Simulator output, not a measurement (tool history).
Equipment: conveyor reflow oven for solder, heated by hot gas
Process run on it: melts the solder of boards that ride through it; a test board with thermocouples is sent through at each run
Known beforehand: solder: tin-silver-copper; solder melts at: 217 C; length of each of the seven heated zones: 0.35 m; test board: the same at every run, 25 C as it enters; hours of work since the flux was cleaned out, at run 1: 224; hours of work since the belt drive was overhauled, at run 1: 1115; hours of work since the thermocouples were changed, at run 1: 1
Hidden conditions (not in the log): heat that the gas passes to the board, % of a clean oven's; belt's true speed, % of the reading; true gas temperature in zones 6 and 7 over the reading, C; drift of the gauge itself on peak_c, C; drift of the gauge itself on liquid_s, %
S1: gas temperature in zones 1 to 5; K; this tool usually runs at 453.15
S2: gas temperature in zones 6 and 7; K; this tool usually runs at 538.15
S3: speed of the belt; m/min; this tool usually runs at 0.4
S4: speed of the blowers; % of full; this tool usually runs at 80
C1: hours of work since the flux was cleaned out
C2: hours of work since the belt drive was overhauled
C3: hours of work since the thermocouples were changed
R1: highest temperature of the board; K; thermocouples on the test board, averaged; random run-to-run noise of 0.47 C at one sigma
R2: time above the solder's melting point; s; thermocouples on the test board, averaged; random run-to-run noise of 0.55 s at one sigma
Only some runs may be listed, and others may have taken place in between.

Run 1, hour 0: usual settings; C1 224; C2 1115; C3 1. Result: R1 527.45 K, R2 85.6 s.
Run 2, hour 32.3: usual settings; C1 242; C2 1133; C3 20. Result: R1 525.95 K, R2 84.2 s.
Run 3, hour 95.7: usual settings; C1 279; C2 1170; C3 56. Result: R1 526.65 K, R2 84.3 s.
Run 4, hour 165: usual settings; C1 319; C2 1210; C3 96. Result: R1 525.95 K, R2 84.7 s.
Run 5, hour 196.3: usual settings but S3 0.417 m/min; C1 336; C2 1227; C3 114. Result: R1 525.05 K, R2 79.3 s.
Run 6, hour 240.6: usual settings; C1 362; C2 1253; C3 139. Result: R1 525.65 K, R2 84.1 s.
Run 7, hour 273.8: usual settings but S1 439.15 K; C1 381; C2 1272; C3 158. Result: R1 523.55 K, R2 74.4 s.
Run 8, hour 340.5: usual settings but S1 439.15 K; C1 419; C2 1310; C3 197. Result: R1 522.65 K, R2 74.3 s.
Run 9, hour 400.3: usual settings; C1 453; C2 1344; C3 231. Result: R1 524.45 K, R2 83.1 s.
At hour 411.6: flux residue cleaned out of gas plates and filters.
Run 10, hour 436.4: usual settings; C1 14; C2 1362; C3 249. Result: R1 526.95 K, R2 87.3 s.
Run 11, hour 507.7: usual settings but S3 0.41 m/min; C1 55; C2 1403; C3 290. Result: R1 525.95 K, R2 84.1 s.
Run 12, hour 570.8: usual settings but S1 454.15 K, S3 0.41 m/min, S4 76 % of full; C1 91; C2 1439; C3 326. Result: R1 525.95 K, R2 83.5 s.
Run 13, hour 618.3: usual settings but S1 454.15 K, S3 0.41 m/min, S4 76 % of full; C1 119; C2 1467; C3 353. Result: R1 525.95 K, R2 84.4 s.
At hour 657.3: belt drive overhauled, speed set with a stopwatch.
Run 14, hour 665.1: usual settings but S1 460.15 K, S3 0.41 m/min, S4 76 % of full; C1 143; C2 5; C3 378. Result: R1 525.55 K, R2 84.1 s.
Run 15, hour 725.5: usual settings but S1 450.15 K, S2 530.15 K, S3 0.343 m/min; C1 178; C2 39; C3 412. Result: R1 521.15 K, R2 93.4 s.
Run 16, hour 782: usual settings but S1 460.15 K, S2 527.15 K, S4 71 % of full; C1 210; C2 72; C3 445. Result: R1 515.35 K, R2 76.9 s.
Run 17, hour 841.3: usual settings but S1 460.15 K, S2 527.15 K, S4 71 % of full; C1 244; C2 106; C3 479. Result: R1 515.15 K, R2 75.4 s.
Run 18, hour 890.6: usual settings but S1 460.15 K, S2 527.15 K, S4 71 % of full; C1 272; C2 134; C3 507. Result: R1 514.55 K, R2 75.8 s.
Run 19, hour 946.6: usual settings but S1 460.15 K, S2 527.15 K, S4 71 % of full; C1 305; C2 166; C3 539. Result: R1 514.35 K, R2 74.9 s.
Run 20, hour 992.7: usual settings but S1 460.15 K, S2 545.15 K, S3 0.466 m/min, S4 89 % of full; C1 331; C2 192; C3 566. Result: R1 528.55 K, R2 75.6 s.
Run 21, hour 1055.5: usual settings but S1 460.15 K, S2 545.15 K, S3 0.466 m/min, S4 89 % of full; C1 367; C2 228; C3 602. Result: R1 528.15 K, R2 75.1 s.
Run 22, hour 1115: usual settings but S1 468.15 K, S2 545.15 K, S3 0.466 m/min, S4 85 % of full; C1 401; C2 263; C3 636. Result: R1 529.15 K, R2 80 s.

Same runs, no hidden state in the tool, same run-to-run variation:
run      R1    R2
  1  528.75  86.3
  2  527.45    85
  3  528.55  85.5
  4  528.25  86.4
  5  527.65  81.4
  6  528.45  86.2
  7  526.85  77.8
  8  526.45  78.3
  9  528.05  86.3
 10  527.65  86.4
 11  527.05  83.7
 12  527.35  83.4
 13  527.55  84.6
 14  527.85  86.4
 15  523.55  96.9
 16  518.05    81
 17  518.15  79.9
 18  517.65  80.8
 19  517.75  80.4
 20  533.15  79.5
 21  533.15  79.3
 22  534.25  83.9

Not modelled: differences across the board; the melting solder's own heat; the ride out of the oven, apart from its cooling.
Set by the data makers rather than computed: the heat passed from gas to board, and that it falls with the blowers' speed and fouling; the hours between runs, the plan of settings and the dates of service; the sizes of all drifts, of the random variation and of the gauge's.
